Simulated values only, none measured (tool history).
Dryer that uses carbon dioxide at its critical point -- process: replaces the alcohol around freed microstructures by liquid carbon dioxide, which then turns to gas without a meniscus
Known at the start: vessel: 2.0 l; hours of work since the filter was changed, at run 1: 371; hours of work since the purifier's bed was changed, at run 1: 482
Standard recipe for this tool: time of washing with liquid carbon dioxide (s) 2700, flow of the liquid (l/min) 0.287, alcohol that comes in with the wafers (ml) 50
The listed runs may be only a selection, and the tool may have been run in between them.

| run | day | time of washing with liquid carbon dioxide (s) | flow of the liquid (l/min) | alcohol that comes in with the wafers (ml) | hours of work since the filter was changed | hours of work since the purifier's bed was changed | alcohol left in the vessel before it's heated (ppm by volume) |
|---|---|---|---|---|---|---|---|
| 1 | 0.000 | 2700 | 0.287 | 50 | 371 | 482 | 360 |
| 2 | 1.271 | 2700 | 0.287 | 50 | 383 | 494 | 371 |
| 3 | 3.021 | 2400 | 0.287 | 50 | 400 | 511 | 564 |
| 4 | 4.692 | 2700 | 0.287 | 69 | 416 | 527 | 505 |
| 5 | 5.729 | 2700 | 0.435 | 50 | 426 | 537 | 150 |
| 6 | 6.492 | 2700 | 0.435 | 50 | 433 | 544 | 147 |
| 7 | 8.146 | 2700 | 0.287 | 50 | 449 | 560 | 435 |
| 8 | 9.608 | 2700 | 0.287 | 50 | 463 | 574 | 424 |
| 9 | 10.733 | 2700 | 0.287 | 50 | 474 | 585 | 436 |
| 10 | 12.425 | 2700 | 0.287 | 50 | 490 | 601 | 463 |
| 11 | 14.250 | 2700 | 0.287 | 50 | 508 | 619 | 454 |
|  | 14.604 | inlet filter changed |
| 12 | 15.771 | 2700 | 0.287 | 50 | 11 | 633 | 274 |
| 13 | 17.079 | 2700 | 0.287 | 50 | 24 | 646 | 273 |
| 14 | 18.704 | 2820 | 0.210 | 50 | 39 | 661 | 637 |
| 15 | 20.371 | 2820 | 0.451 | 50 | 55 | 677 | 154 |
| 16 | 21.850 | 2040 | 0.287 | 50 | 70 | 692 | 639 |
| 17 | 23.704 | 2040 | 0.287 | 50 | 88 | 710 | 654 |
| 18 | 25.246 | 2040 | 0.287 | 50 | 102 | 724 | 679 |
| 19 | 26.817 | 2040 | 0.287 | 50 | 118 | 740 | 693 |
| 20 | 27.567 | 1800 | 0.186 | 31 | 125 | 747 | 1921 |
| 21 | 28.850 | 2700 | 0.464 | 32 | 137 | 759 | 185 |
| 22 | 30.083 | 2700 | 0.464 | 32 | 149 | 771 | 180 |
| 23 | 31.196 | 2700 | 0.464 | 32 | 160 | 782 | 187 |
| 24 | 32.679 | 1680 | 0.421 | 32 | 174 | 796 | 326 |
| 25 | 33.575 | 1680 | 0.421 | 32 | 183 | 805 | 351 |
| 26 | 35.238 | 2700 | 0.398 | 112 | 199 | 821 | 245 |

What if the next run were any one of these 4? Each begins from the tool's condition after run 26:
| A | 37.012 | 1620 | 0.248 | 87 | 216 | 838 | ? |
| B | 37.012 | 3840 | 0.384 | 20 | 216 | 838 | ? |
| C | 37.012 | 3060 | 0.214 | 42 | 216 | 838 | ? |
| D | 37.012 | 2460 | 0.185 | 30 | 216 | 838 | ? |

| run | alcohol left in the vessel before it's heated (ppm by volume) |
|---|---|
| A | 3456 |
| B | 195 |
| C | 524 |
| D | 1061 |
What these runs would have given with no unlogged condition in the tool:
| run | alcohol left in the vessel before it's heated (ppm by volume) |
|---|---|
| A | 2652 |
| B | 8 |
| C | 240 |
| D | 694 |
